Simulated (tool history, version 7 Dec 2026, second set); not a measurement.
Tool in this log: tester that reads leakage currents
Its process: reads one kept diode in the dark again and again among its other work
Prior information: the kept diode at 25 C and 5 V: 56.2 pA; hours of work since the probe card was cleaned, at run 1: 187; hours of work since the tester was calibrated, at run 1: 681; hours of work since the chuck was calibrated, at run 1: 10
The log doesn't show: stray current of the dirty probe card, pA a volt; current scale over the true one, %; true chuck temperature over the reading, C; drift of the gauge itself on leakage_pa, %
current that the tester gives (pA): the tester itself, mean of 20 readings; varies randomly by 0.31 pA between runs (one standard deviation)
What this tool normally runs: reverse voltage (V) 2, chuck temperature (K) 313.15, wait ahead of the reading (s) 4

run	day	reverse voltage (V)	chuck temperature (K)	wait ahead of the reading (s)	hours of work since the probe card was cleaned	hours of work since the tester was calibrated	hours of work since the chuck was calibrated	current that the tester gives (pA)
1	0	2	313.15	4	187	681	10	102.03
2	1.358	2	313.15	4	208	702	31	103.32
3	2.838	2	313.15	4	231	725	54	103.25
4	4.188	2	313.15	4	252	746	75	104.4
5	5.5	2	313.15	4	273	767	96	104.66
6	6.85	2	313.15	4	294	788	117	104.83
7	8.608	2.38	321.15	3.61	321	815	144	192.37
8	9.604	2.4	321.15	3.61	337	831	160	192.63
9	10.875	1.24	321.15	4.08	356	850	179	141.59
10	12.117	1.24	318.15	2.66	376	870	199	117.24
11	13.179	5.57	313.15	5.97	392	886	215	174.49

Forecast each of these 4 alternatives for the next run:
A	14.354	5.57	297.15	5.97	411	905	234	?
B	14.354	4.72	297.15	4	411	905	234	?
C	14.354	5.57	303.15	5.97	411	905	234	?
D	14.354	6.85	316.15	7.36	411	905	234	?

run	current that the tester gives (pA)
A	58.24
B	54.25
C	89
D	233.09
Without the tool's unlogged condition, the same runs would have read:
run	current that the tester gives (pA)
A	55.18
B	51.45
C	84.75
D	223.52

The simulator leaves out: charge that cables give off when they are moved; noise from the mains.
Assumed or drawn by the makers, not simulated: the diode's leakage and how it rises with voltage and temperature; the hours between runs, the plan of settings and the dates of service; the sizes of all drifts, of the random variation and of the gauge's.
